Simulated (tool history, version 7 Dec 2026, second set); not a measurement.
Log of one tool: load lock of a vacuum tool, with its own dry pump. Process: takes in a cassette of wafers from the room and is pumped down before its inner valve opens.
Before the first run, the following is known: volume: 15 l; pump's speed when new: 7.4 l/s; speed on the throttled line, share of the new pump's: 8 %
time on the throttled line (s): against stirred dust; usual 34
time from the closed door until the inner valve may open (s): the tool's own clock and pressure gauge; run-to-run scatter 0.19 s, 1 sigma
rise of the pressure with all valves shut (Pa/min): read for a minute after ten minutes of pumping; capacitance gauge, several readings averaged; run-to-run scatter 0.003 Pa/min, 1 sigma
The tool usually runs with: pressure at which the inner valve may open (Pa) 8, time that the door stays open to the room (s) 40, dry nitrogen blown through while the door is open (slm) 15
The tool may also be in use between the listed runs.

run,day,time on the throttled line (s),pressure at which the inner valve may open (Pa),time that the door stays open to the room (s),dry nitrogen blown through while the door is open (slm),"incoming humidity of the room's air, %",time from the closed door until the inner valve may open (s),rise of the pressure with all valves shut (Pa/min)
1,0.000,34,8,40,15,47.1,52.7,0.467
2,28.883,34,8,40,15,45.6,53.1,0.487
3,56.854,17,8,40,15,42.9,38.0,0.529
4,75.767,17,8,40,15,44.6,38.2,0.539
5,92.217,17,8,40,15,43.6,38.1,0.556
6,115.171,17,8,40,15,45.1,38.3,0.573
7,131.708,17,8,40,15,44.8,38.5,0.599
8,160.567,17,13,40,15,44.2,37.5,0.636
9,187.550,40,13,40,15,43.6,58.3,0.649
10,201.946,34,8,40,15,44.9,54.1,0.673
11,227.271,34,13,40,15,45.6,53.0,0.712
12,246.604,34,13,40,15,48.2,53.1,0.727
13,268.383,34,13,40,15,43.9,53.3,0.749
14,287.942,34,13,40,15,42.4,53.4,0.762
# day 290.683: door's seal changed, seat wiped
15,311.196,34,6,40,15,44.6,55.8,0.047
16,332.392,34,8,40,11,47.3,54.9,0.063
17,346.617,34,8,40,11,49.3,55.2,0.067
18,367.550,34,8,40,15,44.5,55.4,0.060
19,379.900,34,8,40,15,46.9,54.9,0.070
20,394.754,34,8,40,15,43.7,54.9,0.069
21,413.254,34,8,40,15,43.3,55.4,0.078
# day 417.988: dry pump taken out, an overhauled one fitted
22,426.608,45,9,40,30,46.4,60.3,0.075
23,443.192,45,9,40,30,45.8,60.3,0.073
24,464.792,18,8,216,5,46.2,35.9,0.190
25,483.775,34,8,40,15,48.7,50.7,0.100
26,504.838,28,13,40,15,46.0,43.7,0.106
27,521.454,28,13,40,15,41.5,44.1,0.119
28,548.825,28,13,218,15,45.2,44.6,0.169
29,571.300,28,13,218,15,43.8,44.2,0.178
30,585.829,56,7,63,31,40.9,71.5,0.130
31,613.667,34,8,36,15,46.9,51.1,0.164
32,628.550,34,8,26,15,43.3,50.9,0.165
33,655.475,34,9,211,4,42.0,51.3,0.277
34,667.771,52,15,217,23,43.7,66.5,0.207
35,696.283,26,8,40,20,44.0,44.0,0.201
36,720.738,26,8,40,20,44.1,44.6,0.221
37,744.808,34,8,134,13,44.3,52.0,0.267

Below, some changes in time from the closed door until the inner valve may open (s) between adjacent runs. For each, the amount present without the hidden state too (settings, incoming material, random variation) and the amount remaining for the hidden state with gauge scatter not shared by both compared results:
Unlogged tool condition in this case: pump's speed, % of a new pump's; leak at the door's seal, Pa l/s; drift of the gauge itself on ready_s, %; drift of the gauge itself on rise_pa_min, %.
Run 2 -> 3: time on the throttled line (s) 34 -> 17. time from the closed door until the inner valve may open (s) -15.1: hidden state +0.4, all else -15.5.
Run 14 -> 15: pressure at which the inner valve may open (Pa) 13 -> 6, door's seal changed, seat wiped. time from the closed door until the inner valve may open (s) +2.4: hidden state +0.6, all else +1.8.
Run 21 -> 22: time on the throttled line (s) 34 -> 45, pressure at which the inner valve may open (Pa) 8 -> 9, dry nitrogen blown through while the door is open (slm) 15 -> 30, dry pump taken out, an overhauled one fitted. time from the closed door until the inner valve may open (s) +4.9: hidden state -4.8, all else +9.7.
Run 23 -> 24: time on the throttled line (s) 45 -> 18, pressure at which the inner valve may open (Pa) 9 -> 8, time that the door stays open to the room (s) 40 -> 216, dry nitrogen blown through while the door is open (slm) 30 -> 5. time from the closed door until the inner valve may open (s) -24.4: hidden state +0.1, all else -24.5.
Run 29 -> 30: time on the throttled line (s) 28 -> 56, pressure at which the inner valve may open (Pa) 13 -> 7, time that the door stays open to the room (s) 218 -> 63, dry nitrogen blown through while the door is open (slm) 15 -> 31. time from the closed door until the inner valve may open (s) +27.3: hidden state +0.1, all else +27.2.
Run 34 -> 35: time on the throttled line (s) 52 -> 26, pressure at which the inner valve may open (Pa) 15 -> 8, time that the door stays open to the room (s) 217 -> 40, dry nitrogen blown through while the door is open (slm) 23 -> 20. time from the closed door until the inner valve may open (s) -22.5: hidden state +0.2, all else -22.7.
